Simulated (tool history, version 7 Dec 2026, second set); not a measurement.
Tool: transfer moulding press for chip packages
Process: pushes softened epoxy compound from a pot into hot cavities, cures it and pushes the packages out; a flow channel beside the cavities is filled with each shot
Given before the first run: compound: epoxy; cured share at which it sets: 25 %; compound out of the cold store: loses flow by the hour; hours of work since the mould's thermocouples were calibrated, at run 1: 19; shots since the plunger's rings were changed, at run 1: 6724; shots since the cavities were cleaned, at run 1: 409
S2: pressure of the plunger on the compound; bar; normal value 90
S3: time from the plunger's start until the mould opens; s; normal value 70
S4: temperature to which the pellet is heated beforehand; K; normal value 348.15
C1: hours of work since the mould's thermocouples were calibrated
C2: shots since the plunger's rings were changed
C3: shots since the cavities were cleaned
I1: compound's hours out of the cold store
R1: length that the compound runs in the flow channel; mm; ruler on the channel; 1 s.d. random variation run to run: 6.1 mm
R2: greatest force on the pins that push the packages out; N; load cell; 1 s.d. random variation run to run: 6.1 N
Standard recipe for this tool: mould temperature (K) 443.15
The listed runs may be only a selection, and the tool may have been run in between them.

{"run": 1, "hour": 0.0, "mould temperature (K)": 443.15, "S2": 90, "S3": 70, "S4": 348.15, "C1": 19, "C2": 6724, "C3": 409, "I1": 37, "R1": 567, "R2": 370}
{"run": 2, "hour": 4.8, "mould temperature (K)": 443.15, "S2": 90, "S3": 70, "S4": 348.15, "C1": 22, "C2": 6818, "C3": 503, "I1": 12.8, "R1": 614, "R2": 383}
{"hour": 13.6, "done": "plunger's sealing rings changed"}
{"run": 3, "hour": 15.3, "mould temperature (K)": 437.15, "S2": 90, "S3": 70, "S4": 348.15, "C1": 28, "C2": 32, "C3": 661, "I1": 15.4, "R1": 702, "R2": 615}
{"hour": 23.7, "done": "cavities cleaned with cleaning compound and waxed"}
{"run": 4, "hour": 24.3, "mould temperature (K)": 443.15, "S2": 90, "S3": 70, "S4": 348.15, "C1": 34, "C2": 180, "C3": 12, "I1": 39.6, "R1": 630, "R2": 233}
{"run": 5, "hour": 31.0, "mould temperature (K)": 443.15, "S2": 90, "S3": 70, "S4": 348.15, "C1": 39, "C2": 313, "C3": 145, "I1": 37.7, "R1": 622, "R2": 285}
{"run": 6, "hour": 35.7, "mould temperature (K)": 443.15, "S2": 90, "S3": 70, "S4": 348.15, "C1": 43, "C2": 405, "C3": 237, "I1": 45.3, "R1": 596, "R2": 309}
{"run": 7, "hour": 41.2, "mould temperature (K)": 443.15, "S2": 90, "S3": 70, "S4": 348.15, "C1": 47, "C2": 515, "C3": 347, "I1": 10, "R1": 700, "R2": 370}
{"run": 8, "hour": 46.5, "mould temperature (K)": 443.15, "S2": 90, "S3": 70, "S4": 348.15, "C1": 51, "C2": 618, "C3": 450, "I1": 42, "R1": 602, "R2": 372}
{"run": 9, "hour": 51.3, "mould temperature (K)": 443.15, "S2": 105.6, "S3": 70, "S4": 348.15, "C1": 54, "C2": 713, "C3": 545, "I1": 44, "R1": 653, "R2": 397}
{"run": 10, "hour": 56.4, "mould temperature (K)": 443.15, "S2": 105.6, "S3": 70, "S4": 348.15, "C1": 58, "C2": 814, "C3": 646, "I1": 23.7, "R1": 716, "R2": 435}
{"hour": 65.1, "done": "cavities cleaned with cleaning compound and waxed"}
{"run": 11, "hour": 65.3, "mould temperature (K)": 443.15, "S2": 70.5, "S3": 70, "S4": 348.15, "C1": 64, "C2": 960, "C3": 4, "I1": 20.7, "R1": 579, "R2": 246}
{"run": 12, "hour": 71.1, "mould temperature (K)": 443.15, "S2": 90, "S3": 70, "S4": 348.15, "C1": 68, "C2": 1074, "C3": 118, "I1": 39.7, "R1": 615, "R2": 267}
{"run": 13, "hour": 76.2, "mould temperature (K)": 443.15, "S2": 90, "S3": 70, "S4": 339.15, "C1": 72, "C2": 1174, "C3": 218, "I1": 30.4, "R1": 641, "R2": 317}
{"run": 14, "hour": 81.1, "mould temperature (K)": 443.15, "S2": 90, "S3": 70, "S4": 348.15, "C1": 75, "C2": 1271, "C3": 315, "I1": 41.4, "R1": 620, "R2": 344}
{"run": 15, "hour": 89.8, "mould temperature (K)": 443.15, "S2": 90, "S3": 70, "S4": 348.15, "C1": 82, "C2": 1443, "C3": 487, "I1": 17.4, "R1": 668, "R2": 381}
{"run": 16, "hour": 98.8, "mould temperature (K)": 439.15, "S2": 76.8, "S3": 59, "S4": 351.15, "C1": 89, "C2": 1621, "C3": 665, "I1": 26.7, "R1": 608, "R2": 749}
{"hour": 106.7, "done": "cavities cleaned with cleaning compound and waxed"}
{"run": 17, "hour": 106.8, "mould temperature (K)": 439.15, "S2": 76.8, "S3": 59, "S4": 351.15, "C1": 94, "C2": 1750, "C3": 3, "I1": 8.7, "R1": 645, "R2": 462}
{"run": 18, "hour": 113.6, "mould temperature (K)": 438.15, "S2": 76.8, "S3": 90, "S4": 351.15, "C1": 99, "C2": 1883, "C3": 136, "I1": 35.6, "R1": 574, "R2": 270}
{"run": 19, "hour": 119.3, "mould temperature (K)": 445.15, "S2": 95.1, "S3": 53, "S4": 345.15, "C1": 103, "C2": 1996, "C3": 249, "I1": 27.4, "R1": 641, "R2": 554}
{"hour": 122.1, "done": "mould's thermocouples calibrated"}
{"run": 20, "hour": 127.5, "mould temperature (K)": 445.15, "S2": 95.1, "S3": 53, "S4": 345.15, "C1": 4, "C2": 2118, "C3": 371, "I1": 10.7, "R1": 689, "R2": 608}
{"run": 21, "hour": 138.2, "mould temperature (K)": 437.15, "S2": 90, "S3": 60, "S4": 348.15, "C1": 12, "C2": 2329, "C3": 582, "I1": 28.3, "R1": 637, "R2": 874}
{"run": 22, "hour": 146.7, "mould temperature (K)": 437.15, "S2": 90, "S3": 60, "S4": 348.15, "C1": 18, "C2": 2496, "C3": 749, "I1": 13.5, "R1": 676, "R2": 957}
{"hour": 150.5, "done": "cavities cleaned with cleaning compound and waxed"}
{"hour": 153.4, "done": "mould's thermocouples calibrated, once more"}
{"run": 23, "hour": 155.1, "mould temperature (K)": 437.15, "S2": 90, "S3": 53, "S4": 358.15, "C1": 1, "C2": 2593, "C3": 50, "I1": 30.7, "R1": 643, "R2": 694}
{"run": 24, "hour": 165.2, "mould temperature (K)": 448.15, "S2": 88.6, "S3": 70, "S4": 346.15, "C1": 9, "C2": 2793, "C3": 250, "I1": 31.7, "R1": 599, "R2": 284}
{"run": 25, "hour": 169.6, "mould temperature (K)": 448.15, "S2": 88.6, "S3": 70, "S4": 346.15, "C1": 12, "C2": 2879, "C3": 336, "I1": 40.2, "R1": 587, "R2": 307}
{"run": 26, "hour": 179.6, "mould temperature (K)": 441.15, "S2": 88.6, "S3": 80, "S4": 346.15, "C1": 20, "C2": 3076, "C3": 533, "I1": 38.6, "R1": 601, "R2": 372}
{"run": 27, "hour": 185.1, "mould temperature (K)": 448.15, "S2": 95.3, "S3": 80, "S4": 348.15, "C1": 24, "C2": 3186, "C3": 643, "I1": 22.3, "R1": 650, "R2": 357}
{"run": 28, "hour": 190.6, "mould temperature (K)": 435.15, "S2": 90, "S3": 70, "S4": 352.15, "C1": 28, "C2": 3293, "C3": 750, "I1": 32.8, "R1": 627, "R2": 791}
{"hour": 194.5, "done": "cavities cleaned with cleaning compound and waxed"}
{"run": 29, "hour": 197.2, "mould temperature (K)": 443.15, "S2": 70.2, "S3": 70, "S4": 344.15, "C1": 32, "C2": 3395, "C3": 54, "I1": 37.1, "R1": 532, "R2": 268}

Here are 4 independent what-if runs from the current tool condition. What would each one return?
{"run": "A", "hour": 203.4, "mould temperature (K)": 440.15, "S2": 80.9, "S3": 57, "S4": 344.15, "C1": 36, "C2": 3517, "C3": 176, "I1": 21.9, "R1": "?", "R2": "?"}
{"run": "B", "hour": 203.4, "mould temperature (K)": 443.15, "S2": 84.8, "S3": 72, "S4": 351.15, "C1": 36, "C2": 3517, "C3": 176, "I1": 9.8, "R1": "?", "R2": "?"}
{"run": "C", "hour": 203.4, "mould temperature (K)": 450.15, "S2": 90, "S3": 75, "S4": 356.15, "C1": 36, "C2": 3517, "C3": 176, "I1": 23.2, "R1": "?", "R2": "?"}
{"run": "D", "hour": 203.4, "mould temperature (K)": 443.15, "S2": 90, "S3": 107, "S4": 348.15, "C1": 36, "C2": 3517, "C3": 176, "I1": 17.3, "R1": "?", "R2": "?"}

run=A R1=612 R2=635
run=B R1=654 R2=306
run=C R1=612 R2=248
run=D R1=647 R2=253
What these runs would have given with no unlogged condition in the tool:
run=A R1=645 R2=462
run=B R1=689 R2=226
run=C R1=645 R2=184
run=D R1=682 R2=188

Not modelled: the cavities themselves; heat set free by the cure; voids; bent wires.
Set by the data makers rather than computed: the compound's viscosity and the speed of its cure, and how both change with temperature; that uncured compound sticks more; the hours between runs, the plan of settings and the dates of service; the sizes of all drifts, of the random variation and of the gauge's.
